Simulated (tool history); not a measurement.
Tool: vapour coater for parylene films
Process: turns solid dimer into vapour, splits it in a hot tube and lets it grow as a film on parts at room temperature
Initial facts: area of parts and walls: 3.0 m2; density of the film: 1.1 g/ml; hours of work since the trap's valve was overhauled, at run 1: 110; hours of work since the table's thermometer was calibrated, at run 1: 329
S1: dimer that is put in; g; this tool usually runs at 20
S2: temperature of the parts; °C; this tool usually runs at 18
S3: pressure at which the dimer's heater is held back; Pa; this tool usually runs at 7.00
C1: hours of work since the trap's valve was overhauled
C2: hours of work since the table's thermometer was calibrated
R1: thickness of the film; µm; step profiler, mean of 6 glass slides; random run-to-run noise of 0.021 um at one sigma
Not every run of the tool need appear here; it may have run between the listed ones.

run,hour,S1,S2,S3,C1,C2,R1
1,0.0,20,18,7.00,110,329,2.86
2,18.8,20,18,7.00,120,339,2.85
3,49.8,20,18,7.00,136,356,2.84
4,74.5,20,18,4.73,150,369,2.95
5,92.0,20,18,4.82,159,379,2.96
6,114.6,20,18,4.82,171,391,2.93
7,139.9,20,18,7.00,185,404,2.85
8,166.8,35,18,7.00,199,418,4.97
# hour 189.1: trap's valve overhauled
9,195.4,35,18,7.00,3,432,5.02
10,215.3,35,18,7.00,14,442,5.05
11,231.1,35,18,7.00,22,451,4.98
12,263.5,35,18,7.00,40,468,4.99
13,281.3,35,18,7.00,49,478,4.98
14,306.4,34,18,7.00,63,491,4.83
15,342.8,34,18,7.00,82,510,4.88
16,366.3,20,19,7.00,95,523,2.76
17,384.3,20,18,7.00,104,533,2.81
18,419.8,19,18,7.00,123,552,2.69
19,452.6,23,11,3.80,141,569,4.25
20,475.4,26,11,2.49,153,581,5.00
21,493.1,29,11,2.15,163,591,5.64
22,523.2,17,24,3.49,179,607,2.17
23,545.7,30,18,8.34,191,619,4.18
24,564.5,11,18,8.34,201,629,1.55
# hour 583.4: trap's valve overhauled
25,596.8,21,13,3.82,7,644,3.71
26,618.0,21,13,3.82,19,655,3.69
27,642.0,21,13,3.82,31,668,3.67
28,678.0,21,13,3.82,51,688,3.67
29,698.3,21,13,3.82,61,698,3.70

The next listed run, before its measurement:
30,734.1,21,19,2.69,81,718,?

Run 30 yielded R1 3.16 µm.
On a tool with no hidden condition, and with the same random variation, this run would have come out at R1 3.17 µm.
